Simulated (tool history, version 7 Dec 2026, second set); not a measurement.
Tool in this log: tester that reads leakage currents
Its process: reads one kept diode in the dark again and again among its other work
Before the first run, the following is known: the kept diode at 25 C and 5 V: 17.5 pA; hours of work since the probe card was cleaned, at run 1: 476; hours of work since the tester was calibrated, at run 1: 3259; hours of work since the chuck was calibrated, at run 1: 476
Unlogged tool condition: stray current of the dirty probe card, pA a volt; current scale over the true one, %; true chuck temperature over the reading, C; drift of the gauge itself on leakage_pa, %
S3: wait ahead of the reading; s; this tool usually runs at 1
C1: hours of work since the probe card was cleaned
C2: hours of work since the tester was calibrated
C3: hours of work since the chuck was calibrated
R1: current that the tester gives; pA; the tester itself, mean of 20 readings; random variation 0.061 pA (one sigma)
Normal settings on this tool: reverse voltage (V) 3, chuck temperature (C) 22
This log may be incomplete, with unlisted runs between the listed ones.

Run 1, hour 0: usual settings; C1 476; C2 3259; C3 476. Result: R1 14.45 pA.
Run 2, hour 173.2: usual settings; C1 596; C2 3378; C3 596. Result: R1 15.19 pA.
Run 3, hour 370: usual settings but chuck temperature (C) 26; C1 732; C2 3514; C3 732. Result: R1 19.94 pA.
At hour 392.1: tester calibrated.
Run 4, hour 516.2: usual settings; C1 831; C2 86; C3 831. Result: R1 16.56 pA.
Run 5, hour 658.9: usual settings; C1 930; C2 184; C3 930. Result: R1 17.17 pA.
At hour 729.5: chuck's temperature calibrated.
Run 6, hour 824.7: usual settings; C1 1043; C2 297; C3 66. Result: R1 17.65 pA.
At hour 966.8: probe card cleaned and baked.
Run 7, hour 997.5: usual settings but reverse voltage (V) 3.07; C1 21; C2 414; C3 183. Result: R1 10.54 pA.
Run 8, hour 1238.2: usual settings but reverse voltage (V) 18.2; C1 187; C2 581; C3 349. Result: R1 28.47 pA.
Run 9, hour 1373.8: usual settings; C1 281; C2 674; C3 443. Result: R1 12.02 pA.
Run 10, hour 1607.5: usual settings; C1 442; C2 835; C3 604. Result: R1 12.93 pA.
Run 11, hour 1772.8: usual settings; C1 556; C2 949; C3 718. Result: R1 13.45 pA.
Run 12, hour 1994.3: usual settings; C1 709; C2 1102; C3 871. Result: R1 14.43 pA.
At hour 2160.2: chuck's temperature calibrated.
Run 13, hour 2193.4: usual settings; C1 845; C2 1238; C3 23. Result: R1 17.19 pA.
At hour 2279.6: chuck's temperature calibrated, once more.
Run 14, hour 2391.3: usual settings; C1 980; C2 1374; C3 77. Result: R1 18.16 pA.
Run 15, hour 2604.3: usual settings; C1 1127; C2 1521; C3 224. Result: R1 19.05 pA.
At hour 2629.3: probe card cleaned and baked.
Run 16, hour 2802.9: usual settings; C1 120; C2 1656; C3 359. Result: R1 12.49 pA.
Run 17, hour 2943.3: usual settings; C1 217; C2 1753; C3 456. Result: R1 12.95 pA.
Run 18, hour 3093: usual settings; C1 320; C2 1856; C3 559. Result: R1 13.55 pA.
Run 19, hour 3217.4: usual settings but reverse voltage (V) 4.2, chuck temperature (C) 34, S3 0.37 s; C1 406; C2 1942; C3 645. Result: R1 36.59 pA.
Run 20, hour 3420: usual settings but reverse voltage (V) 6.64, chuck temperature (C) 29, S3 0.37 s; C1 546; C2 2082; C3 785. Result: R1 35.12 pA.
Run 21, hour 3541.5: usual settings but reverse voltage (V) 6.64, chuck temperature (C) 29, S3 0.37 s; C1 630; C2 2165; C3 869. Result: R1 36.27 pA.
Run 22, hour 3674.7: usual settings but reverse voltage (V) 3.78, chuck temperature (C) 28, S3 0.79 s; C1 721; C2 2257; C3 961. Result: R1 25.22 pA.
At hour 3710.8: chuck's temperature calibrated.
Run 23, hour 3844.1: usual settings but reverse voltage (V) 2.18, chuck temperature (C) 23, S3 0.79 s; C1 837; C2 2373; C3 92. Result: R1 15.46 pA.
Run 24, hour 3975.1: usual settings but reverse voltage (V) 19.98, chuck temperature (C) 32, S3 8.71 s; C1 927; C2 2463; C3 182. Result: R1 92.17 pA.
Run 25, hour 4128.1: usual settings but reverse voltage (V) 19.98, chuck temperature (C) 32, S3 8.71 s; C1 1033; C2 2569; C3 288. Result: R1 97.06 pA.
Run 26, hour 4251: usual settings but reverse voltage (V) 19.98, chuck temperature (C) 32, S3 8.71 s; C1 1118; C2 2654; C3 373. Result: R1 99.87 pA.
At hour 4283.1: probe card cleaned and baked.
Run 27, hour 4483.9: usual settings but reverse voltage (V) 19.98, chuck temperature (C) 32, S3 8.71 s; C1 139; C2 2812; C3 532. Result: R1 53.98 pA.
Run 28, hour 4657.4: usual settings but reverse voltage (V) 19.98, chuck temperature (C) 32, S3 8.71 s; C1 258; C2 2932; C3 651. Result: R1 59.06 pA.
Run 29, hour 4776.6: usual settings but reverse voltage (V) 19.98, chuck temperature (C) 32, S3 3.96 s; C1 341; C2 3014; C3 733. Result: R1 62.83 pA.

Across each entry between runs, compare the hidden state at the last listed run before it with the hidden state at the first listed run after it:
After run 3, before run 4: tester calibrated (hour 392.1)
  stray current of the dirty probe card, pA a volt: 1.692 -> 1.915; current scale over the true one, %: -1.2 -> -0.08; true chuck temperature over the reading, C: -0.91 -> -1.02
  measured value less the no-hidden-state value, R1: +3.68 -> +4.76 pA
After run 5, before run 6: chuck's temperature calibrated (hour 729.5)
  stray current of the dirty probe card, pA a volt: 2.164 -> 2.426; current scale over the true one, %: -0.11 -> -0.15; true chuck temperature over the reading, C: -1.13 -> -1.62
  measured value less the no-hidden-state value, R1: +5.4 -> +5.76 pA
After run 6, before run 7: probe card cleaned and baked (hour 966.8)
  stray current of the dirty probe card, pA a volt: 2.426 -> 0.06; current scale over the true one, %: -0.15 -> -0.2; true chuck temperature over the reading, C: -1.62 -> -1.74
  measured value less the no-hidden-state value, R1: +5.76 -> -1.44 pA
After run 12, before run 13: chuck's temperature calibrated (hour 2160.2)
  stray current of the dirty probe card, pA a volt: 1.576 -> 1.863; current scale over the true one, %: -0.43 -> -0.48; true chuck temperature over the reading, C: -2.51 -> -0.04
  measured value less the no-hidden-state value, R1: +2.47 -> +5.4 pA
After run 13, before run 14: chuck's temperature calibrated, once more (hour 2279.6)
  stray current of the dirty probe card, pA a volt: 1.863 -> 2.173; current scale over the true one, %: -0.48 -> -0.53; true chuck temperature over the reading, C: -0.04 -> -0.05
  measured value less the no-hidden-state value, R1: +5.4 -> +6.32 pA
After run 15, before run 16: probe card cleaned and baked (hour 2629.3)
  stray current of the dirty probe card, pA a volt: 2.539 -> 0.345; current scale over the true one, %: -0.58 -> -0.63; true chuck temperature over the reading, C: -0.21 -> -0.37
  measured value less the no-hidden-state value, R1: +7.23 -> +0.55 pA
After run 22, before run 23: chuck's temperature calibrated (hour 3710.8)
  stray current of the dirty probe card, pA a volt: 1.732 -> 1.974; current scale over the true one, %: -0.83 -> -0.87; true chuck temperature over the reading, C: -1.07 -> -0.04
  measured value less the no-hidden-state value, R1: +4.62 -> +4.07 pA
After run 26, before run 27: probe card cleaned and baked (hour 4283.1)
  stray current of the dirty probe card, pA a volt: 2.614 -> 0.338; current scale over the true one, %: -0.97 -> -1.03; true chuck temperature over the reading, C: -0.36 -> -0.56
  measured value less the no-hidden-state value, R1: +49.57 -> +3.73 pA
